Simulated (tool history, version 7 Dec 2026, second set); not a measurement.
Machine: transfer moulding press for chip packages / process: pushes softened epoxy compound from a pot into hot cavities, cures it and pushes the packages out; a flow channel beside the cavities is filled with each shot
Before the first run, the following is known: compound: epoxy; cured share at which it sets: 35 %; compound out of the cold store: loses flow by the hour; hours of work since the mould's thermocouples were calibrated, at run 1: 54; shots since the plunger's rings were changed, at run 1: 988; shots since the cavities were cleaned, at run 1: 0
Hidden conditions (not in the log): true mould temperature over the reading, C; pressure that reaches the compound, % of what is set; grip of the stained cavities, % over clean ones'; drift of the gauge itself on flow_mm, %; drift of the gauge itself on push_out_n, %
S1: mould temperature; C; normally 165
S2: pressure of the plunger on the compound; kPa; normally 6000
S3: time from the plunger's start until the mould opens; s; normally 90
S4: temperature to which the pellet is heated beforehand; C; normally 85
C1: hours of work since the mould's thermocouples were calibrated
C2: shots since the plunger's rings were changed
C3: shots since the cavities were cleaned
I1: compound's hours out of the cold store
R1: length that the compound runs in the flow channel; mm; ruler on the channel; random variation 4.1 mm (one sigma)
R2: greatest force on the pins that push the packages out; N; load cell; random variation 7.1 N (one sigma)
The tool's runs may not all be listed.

run	hour	S1	S2	S3	S4	C1	C2	C3	I1	R1	R2
1	0.0	165	6000	90	85	54	988	0	29.0	856	288
2	14.1	165	6000	90	85	62	1123	135	11.9	928	358
3	24.0	165	6000	90	85	67	1217	229	31.6	843	367
4	41.0	165	6000	90	85	76	1379	391	43.8	800	418
5	54.8	165	6000	90	85	83	1512	524	27.1	856	472
6	66.3	158	6000	90	85	89	1621	633	33.0	859	867
7	80.2	165	6000	90	85	96	1754	766	33.9	827	502
8	90.3	165	6000	90	85	102	1851	863	17.4	892	547
# hour 96.0: cavities cleaned with cleaning compound and waxed
9	108.5	165	6000	90	85	110	2010	119	20.9	871	347
10	122.1	165	6000	90	85	117	2140	249	38.1	804	388
11	139.3	165	6000	90	85	126	2305	414	33.0	825	447
12	152.8	165	6000	90	85	134	2433	542	12.5	916	504
13	168.0	165	4610	90	85	142	2579	688	21.9	764	504
14	180.8	165	4610	90	85	148	2701	810	10.7	794	563
# hour 191.8: cavities cleaned with cleaning compound and waxed
15	193.3	165	4610	90	85	154	2806	14	27.0	735	295
16	203.5	165	6000	118	76	159	2903	111	25.5	854	249

The next listed run, before its measurement:
17	217.0	164	4960	118	76	166	3033	241	30.9	?	?

{"run 17": {"R1": 755, "R2": 298}}
Without the tool's hidden state the same run would have given R1 782 mm, R2 206 N.
